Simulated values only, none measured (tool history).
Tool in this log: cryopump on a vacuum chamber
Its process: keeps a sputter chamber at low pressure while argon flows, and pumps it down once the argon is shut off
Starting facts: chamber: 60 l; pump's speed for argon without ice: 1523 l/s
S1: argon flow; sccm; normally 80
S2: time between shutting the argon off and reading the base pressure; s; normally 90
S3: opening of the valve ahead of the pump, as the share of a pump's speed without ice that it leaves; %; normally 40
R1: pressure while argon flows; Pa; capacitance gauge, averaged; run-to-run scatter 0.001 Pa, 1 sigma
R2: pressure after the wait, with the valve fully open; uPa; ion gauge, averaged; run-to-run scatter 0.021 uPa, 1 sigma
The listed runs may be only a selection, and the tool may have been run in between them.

| run | day | S1 | S2 | S3 | R1 | R2 |
|---|---|---|---|---|---|---|
| 1 | 0 | 80 | 90 | 40 | 0.2243 | 0.48 |
| 2 | 0.354 | 141 | 90 | 40 | 0.3931 | 0.47 |
| 3 | 1.042 | 80 | 90 | 40 | 0.2254 | 0.45 |
| 4 | 1.529 | 80 | 90 | 17 | 0.5261 | 0.51 |
| 5 | 2.221 | 80 | 90 | 17 | 0.5258 | 0.52 |
| 6 | 2.879 | 80 | 90 | 40 | 0.2259 | 0.51 |
| 7 | 3.567 | 49 | 90 | 40 | 0.1395 | 0.51 |
| 8 | 3.971 | 49 | 90 | 38 | 0.146 | 0.51 |
| 9 | 4.458 | 41 | 22 | 32 | 0.1457 | 1.38 |
| 10 | 4.971 | 80 | 104 | 40 | 0.2271 | 0.49 |
| 11 | 5.612 | 80 | 104 | 40 | 0.2291 | 0.51 |
| 12 | 6.129 | 142 | 146 | 51 | 0.3232 | 0.43 |
| 13 | 6.596 | 87 | 90 | 54 | 0.1879 | 0.54 |

Predict each of these 3 candidate next runs independently; none follows another, all start after run 13:
| A | 7.15 | 80 | 74 | 40 | ? | ? |
| B | 7.15 | 48 | 38 | 38 | ? | ? |
| C | 7.15 | 82 | 90 | 20 | ? | ? |

| run | R1 | R2 |
|---|---|---|
| A | 0.2288 | 0.6 |
| B | 0.1466 | 0.89 |
| C | 0.4618 | 0.53 |
Take away the tool's hidden state, keep each run's random variation, and the runs would have read:
| run | R1 | R2 |
|---|---|---|
| A | 0.2212 | 0.53 |
| B | 0.142 | 0.83 |
| C | 0.454 | 0.47 |
